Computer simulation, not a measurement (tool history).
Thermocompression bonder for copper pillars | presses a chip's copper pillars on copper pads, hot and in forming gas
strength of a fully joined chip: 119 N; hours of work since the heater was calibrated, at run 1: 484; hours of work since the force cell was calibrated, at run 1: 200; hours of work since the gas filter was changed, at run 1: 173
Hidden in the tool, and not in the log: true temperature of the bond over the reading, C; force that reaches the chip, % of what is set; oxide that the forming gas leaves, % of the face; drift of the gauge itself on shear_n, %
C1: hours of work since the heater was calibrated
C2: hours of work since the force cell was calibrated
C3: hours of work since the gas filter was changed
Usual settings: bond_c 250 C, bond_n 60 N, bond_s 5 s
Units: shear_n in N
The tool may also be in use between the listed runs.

run 1 hour=0.0 | bond_c=250 bond_n=60 bond_s=5 | C1=484 C2=200 C3=173 | shear_n=51.6
run 2 hour=49.7 | bond_c=250 bond_n=60 bond_s=14 | C1=504 C2=220 C3=193 | shear_n=74.0
run 3 hour=97.1 | bond_c=250 bond_n=60 bond_s=5 | C1=524 C2=240 C3=213 | shear_n=50.9
run 4 hour=143.9 | bond_c=250 bond_n=60 bond_s=3 | C1=543 C2=259 C3=232 | shear_n=43.2
run 5 hour=181.4 | bond_c=250 bond_n=60 bond_s=3 | C1=558 C2=275 C3=248 | shear_n=41.8
run 6 hour=224.1 | bond_c=250 bond_n=60 bond_s=3 | C1=576 C2=292 C3=265 | shear_n=42.5
run 7 hour=249.1 | bond_c=250 bond_n=60 bond_s=3 | C1=586 C2=302 C3=276 | shear_n=43.0
run 8 hour=293.8 | bond_c=250 bond_n=60 bond_s=3 | C1=605 C2=321 C3=294 | shear_n=42.6
run 9 hour=316.2 | bond_c=250 bond_n=60 bond_s=5 | C1=614 C2=330 C3=303 | shear_n=52.3
run 10 hour=347.0 | bond_c=250 bond_n=60 bond_s=5 | C1=627 C2=343 C3=316 | shear_n=52.3
run 11 hour=378.3 | bond_c=250 bond_n=60 bond_s=5 | C1=640 C2=356 C3=329 | shear_n=51.8
run 12 hour=399.3 | bond_c=250 bond_n=60 bond_s=5 | C1=648 C2=364 C3=338 | shear_n=51.5
run 13 hour=425.3 | bond_c=250 bond_n=60 bond_s=5 | C1=659 C2=375 C3=348 | shear_n=51.5
run 14 hour=457.0 | bond_c=250 bond_n=60 bond_s=5 | C1=672 C2=388 C3=361 | shear_n=51.3
run 15 hour=491.1 | bond_c=250 bond_n=60 bond_s=5 | C1=686 C2=402 C3=375 | shear_n=51.5
run 16 hour=528.6 | bond_c=231 bond_n=60 bond_s=5 | C1=702 C2=418 C3=391 | shear_n=41.6
-- hour=538.6 heater calibrated with a thermocouple chip
run 17 hour=579.1 | bond_c=231 bond_n=60 bond_s=15 | C1=17 C2=438 C3=411 | shear_n=63.3
run 18 hour=614.2 | bond_c=231 bond_n=43 bond_s=15 | C1=31 C2=452 C3=425 | shear_n=52.8
run 19 hour=644.2 | bond_c=231 bond_n=43 bond_s=15 | C1=44 C2=465 C3=438 | shear_n=53.4
run 20 hour=686.1 | bond_c=231 bond_n=43 bond_s=15 | C1=61 C2=482 C3=455 | shear_n=51.8
run 21 hour=718.6 | bond_c=231 bond_n=43 bond_s=15 | C1=74 C2=495 C3=468 | shear_n=51.1
run 22 hour=747.4 | bond_c=261 bond_n=42 bond_s=15 | C1=86 C2=507 C3=480 | shear_n=71.5
-- hour=771.5 forming gas filter changed
run 23 hour=785.7 | bond_c=244 bond_n=42 bond_s=15 | C1=102 C2=523 C3=6 | shear_n=60.6
run 24 hour=813.2 | bond_c=258 bond_n=69 bond_s=4 | C1=113 C2=534 C3=17 | shear_n=56.5
run 25 hour=839.8 | bond_c=250 bond_n=80 bond_s=3 | C1=124 C2=545 C3=28 | shear_n=51.5
run 26 hour=877.3 | bond_c=279 bond_n=60 bond_s=5 | C1=139 C2=560 C3=44 | shear_n=71.2
run 27 hour=915.0 | bond_c=275 bond_n=68 bond_s=5 | C1=155 C2=576 C3=59 | shear_n=71.7
run 28 hour=954.6 | bond_c=228 bond_n=66 bond_s=3 | C1=171 C2=592 C3=76 | shear_n=33.5
run 29 hour=982.6 | bond_c=264 bond_n=60 bond_s=3 | C1=183 C2=604 C3=87 | shear_n=51.8
run 30 hour=1008.6 | bond_c=235 bond_n=60 bond_s=3 | C1=194 C2=615 C3=98 | shear_n=36.3
run 31 hour=1030.6 | bond_c=235 bond_n=60 bond_s=3 | C1=203 C2=624 C3=107 | shear_n=36.5
run 32 hour=1071.3 | bond_c=223 bond_n=45 bond_s=6 | C1=219 C2=640 C3=124 | shear_n=33.8
run 33 hour=1111.3 | bond_c=250 bond_n=70 bond_s=5 | C1=236 C2=657 C3=140 | shear_n=57.3
run 34 hour=1132.3 | bond_c=235 bond_n=42 bond_s=12 | C1=245 C2=666 C3=149 | shear_n=50.9
run 35 hour=1181.5 | bond_c=254 bond_n=69 bond_s=5 | C1=265 C2=686 C3=169 | shear_n=58.8
run 36 hour=1207.4 | bond_c=226 bond_n=69 bond_s=10 | C1=276 C2=697 C3=180 | shear_n=55.4
run 37 hour=1240.3 | bond_c=226 bond_n=69 bond_s=10 | C1=289 C2=710 C3=193 | shear_n=54.8
run 38 hour=1282.1 | bond_c=278 bond_n=78 bond_s=7 | C1=306 C2=727 C3=211 | shear_n=84.5
run 39 hour=1306.5 | bond_c=250 bond_n=66 bond_s=3 | C1=316 C2=737 C3=221 | shear_n=45.3

Forecast each of these 4 alternatives for the next run:
run A hour=1339.7 | bond_c=259 bond_n=58 bond_s=3 | C1=330 C2=751 C3=234 | shear_n=?
run B hour=1339.7 | bond_c=263 bond_n=49 bond_s=8 | C1=330 C2=751 C3=234 | shear_n=?
run C hour=1339.7 | bond_c=250 bond_n=37 bond_s=7 | C1=330 C2=751 C3=234 | shear_n=?
run D hour=1339.7 | bond_c=250 bond_n=53 bond_s=3 | C1=330 C2=751 C3=234 | shear_n=?

run=A shear_n=47.0
run=B shear_n=63.6
run=C shear_n=45.7
run=D shear_n=40.9
Without the tool's hidden state the same runs would have given:
run=A shear_n=47.2
run=B shear_n=63.9
run=C shear_n=46.0
run=D shear_n=41.1
